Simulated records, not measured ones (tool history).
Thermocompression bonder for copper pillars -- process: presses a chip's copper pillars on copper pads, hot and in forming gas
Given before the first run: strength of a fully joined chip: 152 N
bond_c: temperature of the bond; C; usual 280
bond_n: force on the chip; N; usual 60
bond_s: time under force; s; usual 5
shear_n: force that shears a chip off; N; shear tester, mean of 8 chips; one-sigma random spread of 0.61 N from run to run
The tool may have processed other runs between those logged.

run 1 day=0.000 | bond_c=280 bond_n=60 bond_s=5 | shear_n=70.8
run 2 day=0.429 | bond_c=280 bond_n=60 bond_s=5 | shear_n=71.4
run 3 day=0.833 | bond_c=280 bond_n=60 bond_s=5 | shear_n=70.2
run 4 day=1.596 | bond_c=280 bond_n=60 bond_s=4 | shear_n=64.0
run 5 day=2.233 | bond_c=280 bond_n=60 bond_s=4 | shear_n=64.0
run 6 day=3.012 | bond_c=280 bond_n=60 bond_s=4 | shear_n=64.3
run 7 day=3.879 | bond_c=280 bond_n=60 bond_s=5 | shear_n=70.1
run 8 day=4.292 | bond_c=280 bond_n=60 bond_s=4 | shear_n=63.8
run 9 day=5.179 | bond_c=280 bond_n=60 bond_s=5 | shear_n=68.0
run 10 day=6.038 | bond_c=280 bond_n=60 bond_s=5 | shear_n=68.6
run 11 day=6.688 | bond_c=280 bond_n=60 bond_s=5 | shear_n=67.6
run 12 day=7.100 | bond_c=271 bond_n=43 bond_s=11 | shear_n=65.8
run 13 day=8.088 | bond_c=288 bond_n=56 bond_s=5 | shear_n=72.4
run 14 day=8.579 | bond_c=259 bond_n=56 bond_s=7 | shear_n=53.6
run 15 day=9.575 | bond_c=280 bond_n=80 bond_s=5 | shear_n=78.2
run 16 day=10.517 | bond_c=306 bond_n=73 bond_s=3 | shear_n=82.6
run 17 day=11.167 | bond_c=306 bond_n=73 bond_s=3 | shear_n=82.7
run 18 day=12.100 | bond_c=309 bond_n=81 bond_s=14 | shear_n=123.1
run 19 day=12.583 | bond_c=309 bond_n=81 bond_s=4 | shear_n=97.1
run 20 day=13.108 | bond_c=302 bond_n=81 bond_s=4 | shear_n=91.2
run 21 day=13.833 | bond_c=302 bond_n=81 bond_s=4 | shear_n=88.7

Hidden state or all else? Some run-to-run changes of shear_n, split into what the settings, what came in and random variation would give without the hidden state, and what is left for the hidden state (with any gauge scatter that isn't in both results):
Hidden conditions of the tool in this case: true temperature of the bond over the reading, C; force that reaches the chip, % of what is set; oxide that the forming gas leaves, % of the face; drift of the gauge itself on shear_n, %.
Run 14 -> 15: bond_c 259 -> 280, bond_n 56 -> 80, bond_s 7 -> 5. shear_n +24.6 N: hidden state -2.0, all else +26.6.
Run 17 -> 18: bond_c 306 -> 309, bond_n 73 -> 81, bond_s 3 -> 14. shear_n +40.4 N: hidden state -2.1, all else +42.5.
Run 18 -> 19: bond_s 14 -> 4. shear_n -26.0 N: hidden state +0.4, all else -26.4.

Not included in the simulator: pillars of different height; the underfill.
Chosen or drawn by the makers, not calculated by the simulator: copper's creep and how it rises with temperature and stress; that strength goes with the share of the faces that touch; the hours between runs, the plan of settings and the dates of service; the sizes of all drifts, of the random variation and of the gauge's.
